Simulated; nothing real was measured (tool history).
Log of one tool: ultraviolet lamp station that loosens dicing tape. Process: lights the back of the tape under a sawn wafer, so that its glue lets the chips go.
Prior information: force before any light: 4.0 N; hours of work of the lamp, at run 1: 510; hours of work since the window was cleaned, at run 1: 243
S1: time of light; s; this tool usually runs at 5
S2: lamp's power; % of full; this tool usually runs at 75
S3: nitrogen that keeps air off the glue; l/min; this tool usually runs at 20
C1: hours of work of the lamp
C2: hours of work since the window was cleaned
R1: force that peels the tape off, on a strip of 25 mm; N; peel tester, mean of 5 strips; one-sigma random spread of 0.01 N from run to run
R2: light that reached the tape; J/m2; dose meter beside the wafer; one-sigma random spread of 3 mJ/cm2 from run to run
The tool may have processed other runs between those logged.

run	day	S1	S2	S3	C1	C2	R1	R2
1	0.000	5	75	20	510	243	0.433	4530
2	0.788	5	75	20	523	255	0.469	4560
3	1.258	5	75	20	530	263	0.435	4530
4	2.042	5	75	20	543	275	0.458	4540
5	2.438	5	75	20	549	281	0.444	4540
6	2.854	5	75	12	556	288	0.657	4550
7	3.258	3	75	20	562	294	1.047	2690
8	4.008	7	75	20	574	306	0.222	6380
9	4.842	7	75	20	587	319	0.222	6330
10	5.729	5	72	20	601	333	0.489	4370
11	6.429	5	72	20	612	345	0.488	4380
12	7.242	5	97	20	625	357	0.261	5850
13	7.875	5	97	20	635	367	0.265	5850
14	8.629	5	97	20	647	379	0.262	5920
15	9.308	4	75	20	658	390	0.693	3580
16	9.858	5	75	20	666	399	0.474	4560
17	10.338	5	75	21	674	406	0.427	4510
18	10.842	5	75	21	682	414	0.441	4520
19	11.704	5	75	21	695	428	0.448	4570
20	12.238	5	75	21	704	436	0.437	4510
21	12.667	5	75	20	711	443	0.471	4560
22	13.392	5	75	20	722	454	0.462	4450
23	13.921	5	75	20	730	463	0.441	4540
24	14.688	9	94	38	743	475	0.071	10210
25	15.133	4	75	39	750	482	0.467	3600
26	15.671	2	99	27	758	490	1.078	2430
27	16.233	4	63	24	767	499	0.814	3080
28	16.846	4	63	24	777	509	0.832	3060
29	17.467	4	63	24	786	519	0.812	3060
# day 17.950: window cleaned of glue's vapour
30	17.979	5	75	21	794	0	0.436	4590
31	18.367	3	75	29	800	7	0.889	2710
32	18.917	4	68	29	809	15	0.637	3250
33	19.458	5	65	20	818	24	0.580	3960
34	20.042	5	65	20	827	33	0.575	3960
35	20.729	5	65	20	838	44	0.604	3890
36	21.504	5	65	20	850	56	0.608	3940
37	22.367	5	64	21	863	70	0.574	3870
38	22.829	6	67	17	871	77	0.433	4860
39	23.367	4	87	7	879	86	1.011	4180
40	24.221	4	87	7	893	99	1.007	4220

What does the tool deliver on the next run?
41	24.725	9	75	9	901	107	?	?

Run 41 came out at R1 0.247 N, R2 8110 J/m2.
If the tool had no hidden condition, the same run with the same run-to-run variation would have returned R1 0.245 N, R2 8140 J/m2.
